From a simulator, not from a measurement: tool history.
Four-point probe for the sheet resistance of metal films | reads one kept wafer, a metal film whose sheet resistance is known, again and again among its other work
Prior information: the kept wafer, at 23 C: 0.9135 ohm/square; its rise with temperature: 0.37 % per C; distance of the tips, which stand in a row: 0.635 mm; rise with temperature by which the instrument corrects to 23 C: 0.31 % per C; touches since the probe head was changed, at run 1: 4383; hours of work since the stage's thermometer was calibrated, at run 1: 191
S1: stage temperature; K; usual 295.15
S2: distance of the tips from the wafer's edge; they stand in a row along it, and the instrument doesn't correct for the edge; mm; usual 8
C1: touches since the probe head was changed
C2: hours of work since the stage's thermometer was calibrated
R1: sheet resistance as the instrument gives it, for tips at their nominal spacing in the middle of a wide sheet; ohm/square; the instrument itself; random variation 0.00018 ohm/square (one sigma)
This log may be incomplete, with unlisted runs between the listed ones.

Run 1, hour 0: usual settings; C1 4383; C2 191. Result: R1 0.920239 ohm/square.
Run 2, hour 13.1: usual settings; C1 4512; C2 196. Result: R1 0.919812 ohm/square.
Run 3, hour 30.9: usual settings; C1 4687; C2 204. Result: R1 0.920111 ohm/square.
Run 4, hour 39.2: usual settings; C1 4768; C2 208. Result: R1 0.920571 ohm/square.
Run 5, hour 47.4: usual settings; C1 4848; C2 211. Result: R1 0.92 ohm/square.
Run 6, hour 56.6: usual settings; C1 4938; C2 215. Result: R1 0.920014 ohm/square.
Run 7, hour 67: usual settings; C1 5041; C2 219. Result: R1 0.919911 ohm/square.
Run 8, hour 78.3: usual settings; C1 5152; C2 224. Result: R1 0.92044 ohm/square.
Run 9, hour 96.6: usual settings but S2 19 mm; C1 5332; C2 232. Result: R1 0.91787 ohm/square.
Run 10, hour 112.9: usual settings but S2 19 mm; C1 5492; C2 239. Result: R1 0.91812 ohm/square.
Run 11, hour 125.7: usual settings but S2 19 mm; C1 5618; C2 245. Result: R1 0.91756 ohm/square.
Run 12, hour 145.4: usual settings; C1 5812; C2 253. Result: R1 0.920213 ohm/square.
Run 13, hour 160.3: usual settings; C1 5958; C2 259. Result: R1 0.92022 ohm/square.
Run 14, hour 173.3: usual settings; C1 6086; C2 265. Result: R1 0.920626 ohm/square.
Run 15, hour 191.6: usual settings; C1 6265; C2 273. Result: R1 0.920335 ohm/square.
Run 16, hour 204.5: usual settings; C1 6392; C2 278. Result: R1 0.920037 ohm/square.
Run 17, hour 215.9: usual settings; C1 6504; C2 283. Result: R1 0.920055 ohm/square.
Run 18, hour 226.1: usual settings; C1 6604; C2 288. Result: R1 0.920259 ohm/square.
Run 19, hour 240.1: usual settings; C1 6741; C2 293. Result: R1 0.920443 ohm/square.
Run 20, hour 250.7: usual settings; C1 6846; C2 298. Result: R1 0.920047 ohm/square.
Run 21, hour 265.1: usual settings but S2 4 mm; C1 6987; C2 304. Result: R1 0.929308 ohm/square.
Run 22, hour 273.5: usual settings but S1 296.15 K; C1 7070; C2 308. Result: R1 0.920792 ohm/square.
Run 23, hour 288.6: usual settings but S1 296.15 K; C1 7218; C2 314. Result: R1 0.920482 ohm/square.
Run 24, hour 302: usual settings but S2 5 mm; C1 7350; C2 320. Result: R1 0.925175 ohm/square.
Run 25, hour 316.1: usual settings but S1 299.15 K, S2 47 mm; C1 7488; C2 326. Result: R1 0.919251 ohm/square.
Run 26, hour 328.9: usual settings but S1 305.15 K, S2 6 mm; C1 7614; C2 331. Result: R1 0.927925 ohm/square.
Run 27, hour 347.1: usual settings but S1 305.15 K, S2 6 mm; C1 7793; C2 339. Result: R1 0.927759 ohm/square.
Run 28, hour 366.1: usual settings but S1 305.15 K, S2 6 mm; C1 7980; C2 347. Result: R1 0.927926 ohm/square.
Run 29, hour 376.2: usual settings but S1 299.15 K, S2 63 mm; C1 8079; C2 352. Result: R1 0.919364 ohm/square.
Run 30, hour 385.1: usual settings but S1 305.15 K, S2 20 mm; C1 8167; C2 356. Result: R1 0.922756 ohm/square.
Run 31, hour 397: usual settings but S1 304.15 K, S2 17 mm; C1 8283; C2 361. Result: R1 0.922697 ohm/square.
Run 32, hour 405.5: usual settings; C1 8367; C2 364. Result: R1 0.920473 ohm/square.
Run 33, hour 417.2: usual settings but S2 25 mm; C1 8482; C2 369. Result: R1 0.917536 ohm/square.
Run 34, hour 432.8: usual settings but S1 299.15 K, S2 49 mm; C1 8635; C2 376. Result: R1 0.919261 ohm/square.
Run 35, hour 452.2: usual settings but S2 25 mm; C1 8826; C2 384. Result: R1 0.917404 ohm/square.
Run 36, hour 460.5: usual settings but S2 25 mm; C1 8907; C2 388. Result: R1 0.917216 ohm/square.
Run 37, hour 474.8: usual settings but S1 300.15 K, S2 3 mm; C1 9048; C2 394. Result: R1 0.941358 ohm/square.
Run 38, hour 486.7: usual settings but S1 292.15 K, S2 6 mm; C1 9164; C2 399. Result: R1 0.921173 ohm/square.
Run 39, hour 497.2: usual settings but S2 10 mm; C1 9268; C2 403. Result: R1 0.919276 ohm/square.
Run 40, hour 507.3: usual settings but S2 10 mm; C1 9367; C2 408. Result: R1 0.919382 ohm/square.
Run 41, hour 518.8: usual settings but S2 10 mm; C1 9480; C2 413. Result: R1 0.919188 ohm/square.
Run 42, hour 528.7: usual settings but S1 307.15 K, S2 7 mm; C1 9577; C2 417. Result: R1 0.927339 ohm/square.
Run 43, hour 544.4: usual settings but S1 292.15 K, S2 9 mm; C1 9732; C2 424. Result: R1 0.918271 ohm/square.
Run 44, hour 561.6: usual settings but S1 303.15 K, S2 26 mm; C1 9901; C2 431. Result: R1 0.921864 ohm/square.
Run 45, hour 570.3: usual settings but S1 303.15 K, S2 56 mm; C1 9986; C2 435. Result: R1 0.921588 ohm/square.

Each row is a separate what-if for the run after 45, all from the same tool condition, not one after another. Results?
Run A, hour 589.9: usual settings but S1 303.15 K, S2 5 mm; C1 10179; C2 443. Result: R1 ?.
Run B, hour 589.9: usual settings but S1 299.15 K, S2 5 mm; C1 10179; C2 443. Result: R1 ?.
Run C, hour 589.9: usual settings but S1 293.15 K, S2 7 mm; C1 10179; C2 443. Result: R1 ?.

run        R1
  A  0.929429
  B  0.927412
  C  0.920334
Had the tool no hidden state, the same runs would have come out as:
run        R1
  A  0.924935
  B   0.92292
  C  0.915865

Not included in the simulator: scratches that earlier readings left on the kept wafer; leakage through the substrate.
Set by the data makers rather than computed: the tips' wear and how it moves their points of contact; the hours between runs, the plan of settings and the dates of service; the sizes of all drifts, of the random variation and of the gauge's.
